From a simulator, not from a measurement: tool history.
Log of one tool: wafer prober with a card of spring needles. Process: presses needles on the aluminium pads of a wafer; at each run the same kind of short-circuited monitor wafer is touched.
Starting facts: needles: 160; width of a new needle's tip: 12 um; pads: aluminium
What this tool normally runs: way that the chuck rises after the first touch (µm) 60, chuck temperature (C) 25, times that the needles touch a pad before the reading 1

run	hour	way that the chuck rises after the first touch (µm)	chuck temperature (C)	times that the needles touch a pad before the reading	resistance of one needle with its contact and lead (mohm)	way that a needle slides on the pad (µm)
1	0	60	25	1	214	10.2
# hour 3.2: tips cleaned on abrasive film
# hour 20.7: tips cleaned on abrasive film
2	33.8	60	70	1	215	10.15
# hour 37.5: tips cleaned on abrasive film
# hour 41.3: height of the first contact set anew
# hour 54.5: tips cleaned on abrasive film
3	63.8	60	70	1	193	10.47
# hour 73.3: tips cleaned on abrasive film
4	88.3	68	25	1	190	11.83
# hour 90.9: tips cleaned on abrasive film
5	106.5	60	25	1	213	10.47
# hour 109.2: tips cleaned on abrasive film
# hour 126.2: tips cleaned on abrasive film
6	130.3	60	25	3	125	10.44
# hour 144.6: tips cleaned on abrasive film
7	149.8	60	25	3	130	10.36
# hour 163.4: tips cleaned on abrasive film
8	177.4	60	25	3	144	10.33
# hour 181.2: tips cleaned on abrasive film
# hour 200.1: tips cleaned on abrasive film
9	210.9	60	71	3	147	10.32
# hour 218.7: tips cleaned on abrasive film
# hour 236: tips cleaned on abrasive film
10	237.8	45	25	2	146	7.68
# hour 253.4: tips cleaned on abrasive film
11	259.8	45	73	2	198	7.65
# hour 269.9: tips cleaned on abrasive film
12	283.2	70	35	2	157	11.97
# hour 289.3: tips cleaned on abrasive film
# hour 307.6: tips cleaned on abrasive film
13	318	70	35	2	151	11.9

Here are 3 independent what-if runs from the current tool condition. What would each one return?
# hour 326: tips cleaned on abrasive film
A	335.9	70	35	1	?	?
# hour 326: tips cleaned on abrasive film
B	335.9	65	28	1	?	?
# hour 326: tips cleaned on abrasive film
C	335.9	77	86	1	?	?

run	resistance of one needle with its contact and lead (mohm)	way that a needle slides on the pad (µm)
A	179	11.93
B	189	11.06
C	170	13.21
Take away the tool's hidden state, keep each run's random variation, and the runs would have read:
run	resistance of one needle with its contact and lead (mohm)	way that a needle slides on the pad (µm)
A	106	12.26
B	104	11.39
C	112	13.54
